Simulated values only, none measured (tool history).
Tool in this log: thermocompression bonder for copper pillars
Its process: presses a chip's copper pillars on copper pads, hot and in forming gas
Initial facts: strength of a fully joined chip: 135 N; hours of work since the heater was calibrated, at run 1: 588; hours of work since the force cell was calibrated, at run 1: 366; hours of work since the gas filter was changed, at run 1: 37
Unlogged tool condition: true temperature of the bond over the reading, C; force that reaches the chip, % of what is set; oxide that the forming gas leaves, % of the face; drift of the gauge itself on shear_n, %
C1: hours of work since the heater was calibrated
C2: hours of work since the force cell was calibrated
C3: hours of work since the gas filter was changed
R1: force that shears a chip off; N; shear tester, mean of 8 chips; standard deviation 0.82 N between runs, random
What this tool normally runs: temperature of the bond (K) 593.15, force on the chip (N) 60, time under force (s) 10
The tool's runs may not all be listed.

Run 1, hour 0.0: usual settings; C1 588; C2 366; C3 37. Result: R1 60.6 N.
Run 2, hour 21.0: usual settings; C1 597; C2 375; C3 46. Result: R1 59.9 N.
Run 3, hour 39.6: usual settings but time under force (s) 22; C1 606; C2 383; C3 54. Result: R1 78.5 N.
Run 4, hour 52.9: usual settings but force on the chip (N) 75; C1 612; C2 389; C3 60. Result: R1 69.0 N.
Run 5, hour 76.0: usual settings but force on the chip (N) 75, time under force (s) 11; C1 622; C2 399; C3 70. Result: R1 70.7 N.
Run 6, hour 98.9: usual settings but temperature of the bond (K) 567.15; C1 632; C2 409; C3 80. Result: R1 47.9 N.
Run 7, hour 123.1: usual settings but temperature of the bond (K) 567.15; C1 643; C2 420; C3 91. Result: R1 48.0 N.
Run 8, hour 145.3: usual settings but temperature of the bond (K) 567.15; C1 652; C2 430; C3 101. Result: R1 47.1 N.
Run 9, hour 174.8: usual settings but temperature of the bond (K) 567.15; C1 665; C2 443; C3 114. Result: R1 47.5 N.
Run 10, hour 191.7: usual settings but temperature of the bond (K) 567.15; C1 673; C2 450; C3 121. Result: R1 47.4 N.
Run 11, hour 220.6: usual settings but temperature of the bond (K) 567.15; C1 686; C2 463; C3 134. Result: R1 47.1 N.
Run 12, hour 240.2: usual settings; C1 694; C2 472; C3 143. Result: R1 58.4 N.
Run 13, hour 255.1: usual settings but force on the chip (N) 86; C1 701; C2 478; C3 149. Result: R1 70.8 N.
Run 14, hour 281.5: usual settings but force on the chip (N) 86; C1 712; C2 490; C3 161. Result: R1 72.0 N.
Run 15, hour 303.4: usual settings; C1 722; C2 500; C3 170. Result: R1 55.1 N.
Run 16, hour 327.2: usual settings; C1 733; C2 510; C3 181. Result: R1 56.6 N.
Run 17, hour 358.1: usual settings; C1 746; C2 524; C3 195. Result: R1 56.7 N.
Run 18, hour 373.1: usual settings; C1 753; C2 530; C3 201. Result: R1 55.9 N.
Run 19, hour 386.3: usual settings; C1 759; C2 536; C3 207. Result: R1 55.5 N.
Run 20, hour 415.6: usual settings; C1 772; C2 549; C3 220. Result: R1 56.5 N.
Run 21, hour 440.0: usual settings but temperature of the bond (K) 617.15, time under force (s) 17; C1 782; C2 560; C3 231. Result: R1 79.7 N.
At hour 442.5: forming gas filter changed.
Run 22, hour 472.7: usual settings but temperature of the bond (K) 617.15; C1 797; C2 574; C3 13. Result: R1 70.4 N.
Run 23, hour 491.4: usual settings but temperature of the bond (K) 617.15; C1 805; C2 582; C3 22. Result: R1 71.4 N.
Run 24, hour 523.7: usual settings but temperature of the bond (K) 569.15, time under force (s) 8; C1 819; C2 597; C3 36. Result: R1 43.1 N.
Run 25, hour 546.0: usual settings but temperature of the bond (K) 605.15, force on the chip (N) 44; C1 829; C2 606; C3 46. Result: R1 53.9 N.
Run 26, hour 560.0: usual settings but temperature of the bond (K) 605.15, force on the chip (N) 44; C1 835; C2 613; C3 52. Result: R1 52.7 N.
Run 27, hour 590.4: usual settings but temperature of the bond (K) 605.15, force on the chip (N) 74, time under force (s) 30; C1 848; C2 626; C3 65. Result: R1 99.2 N.
Run 28, hour 619.3: usual settings but temperature of the bond (K) 579.15, force on the chip (N) 46, time under force (s) 5; C1 861; C2 639; C3 78. Result: R1 32.4 N.
Run 29, hour 651.0: usual settings but temperature of the bond (K) 579.15, force on the chip (N) 46, time under force (s) 5; C1 875; C2 653; C3 92. Result: R1 32.5 N.
Run 30, hour 671.1: usual settings but temperature of the bond (K) 600.15, time under force (s) 13; C1 884; C2 662; C3 101. Result: R1 67.0 N.
Run 31, hour 693.3: usual settings but temperature of the bond (K) 600.15, time under force (s) 13; C1 894; C2 671; C3 111. Result: R1 66.6 N.
Run 32, hour 706.6: usual settings but temperature of the bond (K) 600.15, time under force (s) 13; C1 900; C2 677; C3 117. Result: R1 66.6 N.
Run 33, hour 731.6: usual settings but temperature of the bond (K) 612.15, time under force (s) 24; C1 911; C2 688; C3 128. Result: R1 86.0 N.
At hour 736.2: heater calibrated with a thermocouple chip.
Run 34, hour 752.3: usual settings but temperature of the bond (K) 612.15, time under force (s) 24; C1 7; C2 697; C3 136. Result: R1 91.3 N.
Run 35, hour 767.0: usual settings but temperature of the bond (K) 612.15, force on the chip (N) 74, time under force (s) 6; C1 14; C2 703; C3 142. Result: R1 65.1 N.
Run 36, hour 782.8: usual settings but temperature of the bond (K) 612.15, force on the chip (N) 74, time under force (s) 6; C1 21; C2 710; C3 149. Result: R1 66.2 N.
Run 37, hour 796.6: usual settings but temperature of the bond (K) 611.15, force on the chip (N) 39, time under force (s) 17; C1 27; C2 716; C3 155. Result: R1 63.7 N.
Run 38, hour 826.3: usual settings but temperature of the bond (K) 622.15, time under force (s) 12; C1 40; C2 729; C3 168. Result: R1 77.6 N.
Run 39, hour 857.2: usual settings but temperature of the bond (K) 613.15, force on the chip (N) 69, time under force (s) 12; C1 53; C2 743; C3 182. Result: R1 78.1 N.

Alternative continuations, all from the tool just after run 39; predict every row:
Run A, hour 881.3: usual settings but temperature of the bond (K) 613.15, force on the chip (N) 69, time under force (s) 11; C1 64; C2 753; C3 193. Result: R1 ?.
Run B, hour 881.3: usual settings but temperature of the bond (K) 570.15, time under force (s) 11; C1 64; C2 753; C3 193. Result: R1 ?.
Run C, hour 881.3: usual settings but temperature of the bond (K) 586.15, time under force (s) 12; C1 64; C2 753; C3 193. Result: R1 ?.

run    R1
  A  76.3
  B  52.1
  C  59.7
Without the tool's hidden state the same runs would have given:
run    R1
  A  82.4
  B  56.6
  C  64.8
